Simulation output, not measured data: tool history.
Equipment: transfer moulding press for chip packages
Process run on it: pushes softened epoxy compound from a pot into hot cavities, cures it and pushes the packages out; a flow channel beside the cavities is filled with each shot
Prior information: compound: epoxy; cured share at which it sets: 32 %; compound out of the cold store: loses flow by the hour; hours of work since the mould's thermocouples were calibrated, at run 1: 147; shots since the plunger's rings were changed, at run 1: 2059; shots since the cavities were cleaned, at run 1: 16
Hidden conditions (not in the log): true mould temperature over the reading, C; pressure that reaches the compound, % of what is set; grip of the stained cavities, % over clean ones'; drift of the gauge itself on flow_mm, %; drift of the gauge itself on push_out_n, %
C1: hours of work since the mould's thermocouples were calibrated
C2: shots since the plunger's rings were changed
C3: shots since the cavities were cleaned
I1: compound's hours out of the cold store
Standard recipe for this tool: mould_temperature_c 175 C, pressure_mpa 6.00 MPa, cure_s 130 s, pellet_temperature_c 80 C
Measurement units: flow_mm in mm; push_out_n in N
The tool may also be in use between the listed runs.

{"run": 1, "hour": 0.0, "mould_temperature_c": 175, "pressure_mpa": 6.0, "cure_s": 130, "pellet_temperature_c": 80, "C1": 147, "C2": 2059, "C3": 16, "I1": 22.6, "flow_mm": 682, "push_out_n": 296}
{"run": 2, "hour": 20.9, "mould_temperature_c": 175, "pressure_mpa": 6.0, "cure_s": 130, "pellet_temperature_c": 80, "C1": 157, "C2": 2210, "C3": 167, "I1": 16.6, "flow_mm": 696, "push_out_n": 344}
{"run": 3, "hour": 49.5, "mould_temperature_c": 178, "pressure_mpa": 6.0, "cure_s": 130, "pellet_temperature_c": 80, "C1": 172, "C2": 2417, "C3": 374, "I1": 44.0, "flow_mm": 638, "push_out_n": 343}
{"run": 4, "hour": 72.8, "mould_temperature_c": 178, "pressure_mpa": 6.0, "cure_s": 130, "pellet_temperature_c": 80, "C1": 184, "C2": 2585, "C3": 542, "I1": 35.3, "flow_mm": 647, "push_out_n": 374}
{"hour": 81.5, "done": "cavities cleaned with cleaning compound and waxed"}
{"run": 5, "hour": 88.6, "mould_temperature_c": 178, "pressure_mpa": 6.0, "cure_s": 130, "pellet_temperature_c": 80, "C1": 191, "C2": 2688, "C3": 51, "I1": 47.3, "flow_mm": 630, "push_out_n": 292}
{"run": 6, "hour": 102.0, "mould_temperature_c": 175, "pressure_mpa": 6.0, "cure_s": 130, "pellet_temperature_c": 80, "C1": 198, "C2": 2785, "C3": 148, "I1": 9.7, "flow_mm": 698, "push_out_n": 357}
{"hour": 127.5, "done": "plunger's sealing rings changed"}
{"run": 7, "hour": 128.6, "mould_temperature_c": 175, "pressure_mpa": 5.9, "cure_s": 130, "pellet_temperature_c": 80, "C1": 211, "C2": 8, "C3": 322, "I1": 42.3, "flow_mm": 667, "push_out_n": 371}
{"run": 8, "hour": 156.4, "mould_temperature_c": 175, "pressure_mpa": 6.0, "cure_s": 129, "pellet_temperature_c": 80, "C1": 225, "C2": 209, "C3": 523, "I1": 22.2, "flow_mm": 701, "push_out_n": 392}
{"hour": 166.7, "done": "cavities cleaned with cleaning compound and waxed"}
{"run": 9, "hour": 176.3, "mould_temperature_c": 175, "pressure_mpa": 6.35, "cure_s": 130, "pellet_temperature_c": 80, "C1": 235, "C2": 342, "C3": 70, "I1": 10.8, "flow_mm": 739, "push_out_n": 319}
{"run": 10, "hour": 189.6, "mould_temperature_c": 175, "pressure_mpa": 6.0, "cure_s": 130, "pellet_temperature_c": 80, "C1": 241, "C2": 438, "C3": 166, "I1": 13.4, "flow_mm": 716, "push_out_n": 329}
{"run": 11, "hour": 207.8, "mould_temperature_c": 175, "pressure_mpa": 6.0, "cure_s": 130, "pellet_temperature_c": 80, "C1": 251, "C2": 570, "C3": 298, "I1": 32.9, "flow_mm": 682, "push_out_n": 359}
{"run": 12, "hour": 230.8, "mould_temperature_c": 175, "pressure_mpa": 6.0, "cure_s": 130, "pellet_temperature_c": 80, "C1": 263, "C2": 736, "C3": 464, "I1": 19.6, "flow_mm": 702, "push_out_n": 383}
{"run": 13, "hour": 242.6, "mould_temperature_c": 175, "pressure_mpa": 6.0, "cure_s": 130, "pellet_temperature_c": 80, "C1": 269, "C2": 821, "C3": 549, "I1": 46.7, "flow_mm": 658, "push_out_n": 393}
{"hour": 249.0, "done": "cavities cleaned with cleaning compound and waxed"}
{"run": 14, "hour": 259.9, "mould_temperature_c": 175, "pressure_mpa": 6.0, "cure_s": 130, "pellet_temperature_c": 80, "C1": 277, "C2": 936, "C3": 79, "I1": 9.9, "flow_mm": 717, "push_out_n": 298}
{"run": 15, "hour": 283.6, "mould_temperature_c": 175, "pressure_mpa": 6.0, "cure_s": 130, "pellet_temperature_c": 80, "C1": 289, "C2": 1107, "C3": 250, "I1": 33.0, "flow_mm": 676, "push_out_n": 336}
{"run": 16, "hour": 304.1, "mould_temperature_c": 175, "pressure_mpa": 6.0, "cure_s": 154, "pellet_temperature_c": 75, "C1": 299, "C2": 1255, "C3": 398, "I1": 41.3, "flow_mm": 663, "push_out_n": 344}
{"hour": 332.9, "done": "cavities cleaned with cleaning compound and waxed"}
{"run": 17, "hour": 334.6, "mould_temperature_c": 177, "pressure_mpa": 4.94, "cure_s": 161, "pellet_temperature_c": 80, "C1": 314, "C2": 1465, "C3": 12, "I1": 20.9, "flow_mm": 622, "push_out_n": 254}
{"run": 18, "hour": 357.6, "mould_temperature_c": 173, "pressure_mpa": 7.42, "cure_s": 116, "pellet_temperature_c": 90, "C1": 326, "C2": 1631, "C3": 178, "I1": 27.4, "flow_mm": 768, "push_out_n": 435}
{"run": 19, "hour": 379.8, "mould_temperature_c": 173, "pressure_mpa": 7.42, "cure_s": 116, "pellet_temperature_c": 90, "C1": 338, "C2": 1792, "C3": 339, "I1": 43.8, "flow_mm": 734, "push_out_n": 466}
{"run": 20, "hour": 403.0, "mould_temperature_c": 174, "pressure_mpa": 7.42, "cure_s": 116, "pellet_temperature_c": 90, "C1": 350, "C2": 1959, "C3": 506, "I1": 18.2, "flow_mm": 776, "push_out_n": 465}
{"hour": 415.8, "done": "cavities cleaned with cleaning compound and waxed"}
{"run": 21, "hour": 421.6, "mould_temperature_c": 174, "pressure_mpa": 7.42, "cure_s": 116, "pellet_temperature_c": 90, "C1": 358, "C2": 2083, "C3": 43, "I1": 32.1, "flow_mm": 750, "push_out_n": 348}
{"run": 22, "hour": 443.6, "mould_temperature_c": 175, "pressure_mpa": 6.0, "cure_s": 137, "pellet_temperature_c": 80, "C1": 370, "C2": 2242, "C3": 202, "I1": 10.8, "flow_mm": 704, "push_out_n": 322}
{"run": 23, "hour": 455.5, "mould_temperature_c": 171, "pressure_mpa": 6.0, "cure_s": 130, "pellet_temperature_c": 80, "C1": 376, "C2": 2328, "C3": 288, "I1": 14.4, "flow_mm": 712, "push_out_n": 451}
{"run": 24, "hour": 479.3, "mould_temperature_c": 171, "pressure_mpa": 6.47, "cure_s": 130, "pellet_temperature_c": 77, "C1": 388, "C2": 2500, "C3": 460, "I1": 44.1, "flow_mm": 692, "push_out_n": 463}
{"run": 25, "hour": 494.7, "mould_temperature_c": 171, "pressure_mpa": 6.47, "cure_s": 130, "pellet_temperature_c": 77, "C1": 396, "C2": 2611, "C3": 571, "I1": 16.8, "flow_mm": 734, "push_out_n": 480}
{"hour": 498.6, "done": "cavities cleaned with cleaning compound and waxed"}
{"run": 26, "hour": 515.3, "mould_temperature_c": 182, "pressure_mpa": 6.47, "cure_s": 111, "pellet_temperature_c": 74, "C1": 406, "C2": 2749, "C3": 120, "I1": 38.1, "flow_mm": 656, "push_out_n": 295}
{"hour": 544.9, "done": "plunger's sealing rings changed"}
{"run": 27, "hour": 544.9, "mould_temperature_c": 182, "pressure_mpa": 6.47, "cure_s": 111, "pellet_temperature_c": 74, "C1": 420, "C2": 0, "C3": 316, "I1": 26.7, "flow_mm": 693, "push_out_n": 338}
{"run": 28, "hour": 557.5, "mould_temperature_c": 182, "pressure_mpa": 6.74, "cure_s": 145, "pellet_temperature_c": 76, "C1": 426, "C2": 91, "C3": 407, "I1": 33.8, "flow_mm": 696, "push_out_n": 314}
{"run": 29, "hour": 571.2, "mould_temperature_c": 182, "pressure_mpa": 7.1, "cure_s": 145, "pellet_temperature_c": 76, "C1": 433, "C2": 190, "C3": 506, "I1": 21.5, "flow_mm": 736, "push_out_n": 337}

Forecast each of these 3 alternatives for the next run:
{"hour": 584.3, "done": "cavities cleaned with cleaning compound and waxed"}
{"run": "A", "hour": 589.5, "mould_temperature_c": 182, "pressure_mpa": 7.1, "cure_s": 145, "pellet_temperature_c": 75, "C1": 442, "C2": 311, "C3": 37, "I1": 21.0, "flow_mm": "?", "push_out_n": "?"}
{"hour": 584.3, "done": "cavities cleaned with cleaning compound and waxed"}
{"run": "B", "hour": 589.5, "mould_temperature_c": 180, "pressure_mpa": 6.0, "cure_s": 130, "pellet_temperature_c": 72, "C1": 442, "C2": 311, "C3": 37, "I1": 26.5, "flow_mm": "?", "push_out_n": "?"}
{"hour": 584.3, "done": "cavities cleaned with cleaning compound and waxed"}
{"run": "C", "hour": 589.5, "mould_temperature_c": 182, "pressure_mpa": 4.95, "cure_s": 145, "pellet_temperature_c": 76, "C1": 442, "C2": 311, "C3": 37, "I1": 30.3, "flow_mm": "?", "push_out_n": "?"}

run=A flow_mm=735 push_out_n=266
run=B flow_mm=675 push_out_n=265
run=C flow_mm=601 push_out_n=248
Had the tool no hidden state, the same runs would have come out as:
run=A flow_mm=741 push_out_n=252
run=B flow_mm=680 push_out_n=251
run=C flow_mm=605 push_out_n=233
